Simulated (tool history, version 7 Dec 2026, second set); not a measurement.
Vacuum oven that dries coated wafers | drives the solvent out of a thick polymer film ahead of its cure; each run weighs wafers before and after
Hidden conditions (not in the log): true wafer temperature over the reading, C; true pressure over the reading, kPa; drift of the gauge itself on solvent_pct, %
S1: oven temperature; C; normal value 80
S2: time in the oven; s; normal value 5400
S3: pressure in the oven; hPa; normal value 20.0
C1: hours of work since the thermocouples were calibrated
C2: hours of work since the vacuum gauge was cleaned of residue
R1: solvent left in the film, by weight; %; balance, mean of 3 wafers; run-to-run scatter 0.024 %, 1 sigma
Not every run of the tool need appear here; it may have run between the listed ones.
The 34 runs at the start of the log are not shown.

run 35 day=13.733 | S1=81 S2=5400 S3=56.2 | C1=627 C2=211 | R1=3.61
run 36 day=14.279 | S1=88 S2=9600 S3=11.9 | C1=634 C2=218 | R1=0.53
run 37 day=14.638 | S1=78 S2=7740 S3=67.1 | C1=638 C2=223 | R1=4.35
run 38 day=14.917 | S1=84 S2=7740 S3=67.1 | C1=642 C2=226 | R1=3.31
run 39 day=15.392 | S1=84 S2=7740 S3=67.1 | C1=648 C2=233 | R1=3.30
run 40 day=15.812 | S1=82 S2=5400 S3=20.0 | C1=653 C2=238 | R1=1.57
run 41 day=16.212 | S1=80 S2=5580 S3=17.9 | C1=658 C2=243 | R1=1.66
run 42 day=16.667 | S1=82 S2=5400 S3=20.0 | C1=664 C2=249 | R1=1.55
run 43 day=17.125 | S1=80 S2=8460 S3=20.0 | C1=670 C2=255 | R1=1.27

Run 44, settings as shown, results not yet in. Your forecast:
run 44 day=17.488 | S1=80 S2=5640 S3=52.5 | C1=675 C2=259 | R1=?

Run 44 came out at R1 3.49 %.
Minus the tool's unlogged condition, the same run would have read R1 3.14 %.
